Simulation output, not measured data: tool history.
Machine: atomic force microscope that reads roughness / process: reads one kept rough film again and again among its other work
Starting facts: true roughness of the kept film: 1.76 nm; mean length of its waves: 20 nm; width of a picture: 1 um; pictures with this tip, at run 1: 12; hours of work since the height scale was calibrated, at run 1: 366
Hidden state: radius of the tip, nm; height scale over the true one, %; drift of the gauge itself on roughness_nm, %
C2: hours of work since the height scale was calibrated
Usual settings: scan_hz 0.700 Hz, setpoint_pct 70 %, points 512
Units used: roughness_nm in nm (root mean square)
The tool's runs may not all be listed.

run 1 hour=0.0 | scan_hz=0.700 setpoint_pct=70 points=512 | pictures_with_this_tip=12 C2=366 | roughness_nm=1.482
run 2 hour=29.6 | scan_hz=0.700 setpoint_pct=55 points=512 | pictures_with_this_tip=44 C2=380 | roughness_nm=1.468
run 3 hour=66.5 | scan_hz=0.700 setpoint_pct=55 points=512 | pictures_with_this_tip=83 C2=399 | roughness_nm=1.438
run 4 hour=103.7 | scan_hz=0.700 setpoint_pct=55 points=512 | pictures_with_this_tip=123 C2=418 | roughness_nm=1.379
run 5 hour=143.3 | scan_hz=0.977 setpoint_pct=70 points=512 | pictures_with_this_tip=165 C2=438 | roughness_nm=1.294
run 6 hour=184.1 | scan_hz=0.700 setpoint_pct=88 points=512 | pictures_with_this_tip=209 C2=458 | roughness_nm=1.194
run 7 hour=209.2 | scan_hz=0.700 setpoint_pct=88 points=512 | pictures_with_this_tip=236 C2=471 | roughness_nm=1.165
-- hour=244.1 new tip fitted
run 8 hour=245.7 | scan_hz=0.700 setpoint_pct=70 points=512 | pictures_with_this_tip=2 C2=489 | roughness_nm=1.508
run 9 hour=270.8 | scan_hz=0.700 setpoint_pct=70 points=512 | pictures_with_this_tip=28 C2=502 | roughness_nm=1.465
run 10 hour=302.5 | scan_hz=0.700 setpoint_pct=70 points=512 | pictures_with_this_tip=62 C2=518 | roughness_nm=1.406
run 11 hour=326.9 | scan_hz=0.700 setpoint_pct=70 points=512 | pictures_with_this_tip=88 C2=530 | roughness_nm=1.381
run 12 hour=350.1 | scan_hz=0.700 setpoint_pct=70 points=512 | pictures_with_this_tip=113 C2=542 | roughness_nm=1.363
-- hour=354.6 height scale calibrated on a step standard
run 13 hour=378.2 | scan_hz=0.700 setpoint_pct=70 points=512 | pictures_with_this_tip=142 C2=12 | roughness_nm=1.335
run 14 hour=405.7 | scan_hz=0.700 setpoint_pct=70 points=512 | pictures_with_this_tip=172 C2=26 | roughness_nm=1.294
run 15 hour=431.5 | scan_hz=1.805 setpoint_pct=70 points=512 | pictures_with_this_tip=199 C2=39 | roughness_nm=1.192
run 16 hour=451.9 | scan_hz=1.805 setpoint_pct=70 points=512 | pictures_with_this_tip=221 C2=49 | roughness_nm=1.166
run 17 hour=469.7 | scan_hz=1.805 setpoint_pct=70 points=512 | pictures_with_this_tip=240 C2=58 | roughness_nm=1.166
-- hour=487.5 height scale calibrated on a step standard, once more
-- hour=502.0 new tip fitted
run 18 hour=503.1 | scan_hz=1.233 setpoint_pct=70 points=512 | pictures_with_this_tip=1 C2=8 | roughness_nm=1.457
run 19 hour=536.8 | scan_hz=1.233 setpoint_pct=70 points=512 | pictures_with_this_tip=38 C2=25 | roughness_nm=1.401
run 20 hour=558.1 | scan_hz=1.233 setpoint_pct=70 points=512 | pictures_with_this_tip=60 C2=35 | roughness_nm=1.379

Forecast run 21:
run 21 hour=579.0 | scan_hz=1.233 setpoint_pct=70 points=512 | pictures_with_this_tip=83 C2=46 | roughness_nm=?

{"run 21": {"roughness_nm": 1.344}}
Without the tool's hidden state the same run would have given roughness_nm 1.443 nm (root mean square).
